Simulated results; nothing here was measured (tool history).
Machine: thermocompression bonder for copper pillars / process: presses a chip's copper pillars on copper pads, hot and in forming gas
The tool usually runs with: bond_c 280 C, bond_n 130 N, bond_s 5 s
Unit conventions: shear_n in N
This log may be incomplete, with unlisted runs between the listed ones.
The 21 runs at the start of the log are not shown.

run,hour,bond_c,bond_n,bond_s,shear_n
22,482.3,296,120,3,40.6
23,503.5,301,130,5,51.4
24,523.4,301,130,5,51.7
25,551.7,290,130,15,66.7
26,564.2,282,130,4,38.7
27,592.6,280,102,5,33.9
28,614.3,280,102,5,34.8
29,642.8,280,102,5,33.9
30,668.7,306,98,12,58.4
31,697.9,306,98,12,58.9
32,715.1,267,81,3,19.1
33,736.7,258,130,5,30.4
34,757.3,258,130,5,31
35,781.3,305,135,5,50
36,810.9,250,165,6,34.9
# hour 827.3: forming gas filter changed
37,836.7,271,113,5,33.9
38,853.2,251,166,3,30.2
39,882.8,280,96,5,34.9

Forecast each of these 5 alternatives for the next run:
A,908.6,300,89,3,?
B,908.6,251,130,12,?
C,908.6,280,96,9,?
D,908.6,278,125,5,?
E,908.6,280,154,5,?

run,shear_n
A,32.9
B,42.6
C,42.9
D,39.3
E,46.4
Without the tool's unlogged condition, the same runs would have read:
run,shear_n
A,34.3
B,45
C,44.9
D,41.2
E,48.6
